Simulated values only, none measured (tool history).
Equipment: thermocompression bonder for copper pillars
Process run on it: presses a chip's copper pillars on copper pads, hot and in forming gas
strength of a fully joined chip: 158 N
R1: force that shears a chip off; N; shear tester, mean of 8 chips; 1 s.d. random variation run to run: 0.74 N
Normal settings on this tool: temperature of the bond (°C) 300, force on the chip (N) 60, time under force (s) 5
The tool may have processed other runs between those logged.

Run 1, hour 0.0: usual settings. Result: R1 110.0 N.
Run 2, hour 23.1: usual settings. Result: R1 110.3 N.
Run 3, hour 43.8: usual settings. Result: R1 109.3 N.
Run 4, hour 58.5: usual settings. Result: R1 109.1 N.
Run 5, hour 82.2: usual settings. Result: R1 107.2 N.
Run 6, hour 103.3: usual settings. Result: R1 109.1 N.
Run 7, hour 116.4: usual settings. Result: R1 107.8 N.
Run 8, hour 127.6: usual settings. Result: R1 106.8 N.
Run 9, hour 143.4: usual settings but temperature of the bond (°C) 274. Result: R1 80.4 N.
Run 10, hour 161.9: usual settings but temperature of the bond (°C) 274. Result: R1 80.4 N.
Run 11, hour 174.3: usual settings but temperature of the bond (°C) 274. Result: R1 80.2 N.
Run 12, hour 195.0: usual settings but temperature of the bond (°C) 274. Result: R1 80.5 N.
At hour 213.5: forming gas filter changed.
Run 13, hour 217.7: usual settings but force on the chip (N) 86. Result: R1 138.7 N.

Estimate the outcome of run 14 from the log above:
At hour 221.1: heater calibrated with a thermocouple chip.
Run 14, hour 232.4: usual settings but temperature of the bond (°C) 280, force on the chip (N) 73, time under force (s) 14. Result: R1 ?.

R1: 136.5 N
The same run, on a tool lacking any hidden state, would have yielded R1 134.6 N.

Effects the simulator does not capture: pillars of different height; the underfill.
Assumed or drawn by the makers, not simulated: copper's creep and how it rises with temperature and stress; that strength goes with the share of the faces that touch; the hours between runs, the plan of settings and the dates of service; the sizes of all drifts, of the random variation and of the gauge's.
